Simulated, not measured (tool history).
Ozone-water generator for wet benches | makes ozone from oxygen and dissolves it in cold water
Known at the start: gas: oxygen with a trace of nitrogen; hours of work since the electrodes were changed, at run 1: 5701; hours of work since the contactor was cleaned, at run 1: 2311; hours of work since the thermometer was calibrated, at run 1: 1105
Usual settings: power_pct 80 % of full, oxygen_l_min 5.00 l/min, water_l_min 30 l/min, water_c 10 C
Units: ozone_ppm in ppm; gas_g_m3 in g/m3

| run | hour | power_pct | oxygen_l_min | water_l_min | water_c | hours of work since the electrodes were changed | hours of work since the contactor was cleaned | hours of work since the thermometer was calibrated | ozone_ppm | gas_g_m3 |
|---|---|---|---|---|---|---|---|---|---|---|
| 1 | 0.0 | 80 | 5.00 | 30 | 10 | 5701 | 2311 | 1105 | 16.8 | 168.2 |
| 2 | 234.4 | 80 | 5.00 | 30 | 10 | 5882 | 2492 | 1287 | 16.9 | 167.2 |
| 3 | 372.7 | 80 | 5.00 | 30 | 13 | 5989 | 2599 | 1394 | 16.4 | 167.3 |
| 4 | 602.7 | 80 | 5.00 | 30 | 13 | 6167 | 2777 | 1572 | 16.2 | 167.8 |
| 5 | 831.8 | 80 | 5.00 | 30 | 13 | 6345 | 2954 | 1749 | 16.3 | 168.8 |
| 6 | 946.8 | 80 | 5.00 | 30 | 13 | 6434 | 3043 | 1838 | 16.2 | 166.9 |
| 7 | 1051.8 | 80 | 5.00 | 30 | 10 | 6515 | 3125 | 1919 | 16.9 | 166.7 |
| 8 | 1215.6 | 80 | 5.00 | 30 | 10 | 6642 | 3251 | 2046 | 16.9 | 167.4 |
| 9 | 1443.8 | 80 | 4.26 | 30 | 10 | 6818 | 3428 | 2223 | 16.0 | 178.4 |
| 10 | 1624.8 | 80 | 5.00 | 30 | 10 | 6958 | 3568 | 2363 | 17.1 | 166.7 |
| 11 | 1736.7 | 80 | 5.00 | 30 | 10 | 7045 | 3655 | 2449 | 16.9 | 165.7 |
| 12 | 1874.4 | 80 | 5.00 | 30 | 10 | 7151 | 3761 | 2556 | 16.9 | 166.2 |
| 13 | 2050.8 | 80 | 5.00 | 30 | 10 | 7288 | 3898 | 2692 | 16.8 | 166.4 |
| 14 | 2245.9 | 80 | 5.00 | 30 | 10 | 7439 | 4049 | 2843 | 17.2 | 166.2 |
| 15 | 2455.7 | 80 | 5.00 | 30 | 10 | 7601 | 4211 | 3006 | 16.6 | 166.5 |
| 16 | 2587.8 | 80 | 5.00 | 30 | 10 | 7704 | 4313 | 3108 | 16.7 | 166.3 |
| 17 | 2698.9 | 80 | 6.04 | 30 | 10 | 7790 | 4399 | 3194 | 17.7 | 152.3 |
|  | 2934.9 | water thermometer calibrated |
| 18 | 2934.9 | 80 | 3.36 | 21 | 5 | 7972 | 4582 | 0 | 21.6 | 194.3 |
| 19 | 3053.7 | 44 | 5.00 | 35 | 10 | 8064 | 4674 | 92 | 8.2 | 94.1 |
| 20 | 3184.9 | 51 | 5.00 | 34 | 10 | 8165 | 4775 | 193 | 9.7 | 108.3 |
| 21 | 3370.5 | 98 | 8.25 | 33 | 7 | 8309 | 4919 | 337 | 21.6 | 162.6 |
| 22 | 3514.5 | 98 | 8.25 | 33 | 7 | 8420 | 5030 | 449 | 22.0 | 163.4 |
| 23 | 3668.0 | 56 | 8.25 | 33 | 7 | 8539 | 5149 | 567 | 13.0 | 94.8 |
| 24 | 3793.8 | 56 | 2.87 | 33 | 7 | 8637 | 5246 | 665 | 9.1 | 149.1 |
| 25 | 3944.1 | 56 | 2.87 | 33 | 7 | 8753 | 5363 | 781 | 9.0 | 145.6 |
|  | 3978.2 | contactor cleaned |
| 26 | 4051.0 | 56 | 2.87 | 33 | 7 | 8832 | 56 | 861 | 9.2 | 146.7 |
| 27 | 4157.2 | 56 | 2.87 | 33 | 7 | 8915 | 139 | 943 | 8.9 | 145.9 |
| 28 | 4334.3 | 56 | 2.87 | 33 | 7 | 9052 | 276 | 1080 | 8.9 | 148.0 |
| 29 | 4548.6 | 56 | 2.87 | 33 | 7 | 9218 | 441 | 1246 | 8.9 | 146.5 |
| 30 | 4738.9 | 43 | 2.87 | 28 | 17 | 9365 | 589 | 1393 | 8.1 | 113.7 |
| 31 | 4939.7 | 43 | 2.87 | 28 | 17 | 9520 | 744 | 1548 | 7.8 | 113.8 |
|  | 5037.4 | gauge calibrated |
| 32 | 5070.6 | 74 | 2.73 | 42 | 9 | 9622 | 845 | 1650 | 8.7 | 200.6 |
| 33 | 5238.7 | 66 | 3.13 | 33 | 12 | 9752 | 976 | 1780 | 10.4 | 169.0 |

Forecast each of these 3 alternatives for the next run:
| A | 5350.8 | 80 | 3.55 | 19 | 12 | 9838 | 1062 | 1867 | ? | ? |
| B | 5350.8 | 95 | 5.26 | 18 | 10 | 9838 | 1062 | 1867 | ? | ? |
| C | 5350.8 | 66 | 3.13 | 33 | 9 | 9838 | 1062 | 1867 | ? | ? |

| run | ozone_ppm | gas_g_m3 |
|---|---|---|
| A | 22.3 | 192.9 |
| B | 30.8 | 193.4 |
| C | 10.9 | 170.7 |
Without the tool's hidden state the same runs would have given:
| run | ozone_ppm | gas_g_m3 |
|---|---|---|
| A | 22.4 | 193.9 |
| B | 31.0 | 194.5 |
| C | 10.9 | 171.5 |

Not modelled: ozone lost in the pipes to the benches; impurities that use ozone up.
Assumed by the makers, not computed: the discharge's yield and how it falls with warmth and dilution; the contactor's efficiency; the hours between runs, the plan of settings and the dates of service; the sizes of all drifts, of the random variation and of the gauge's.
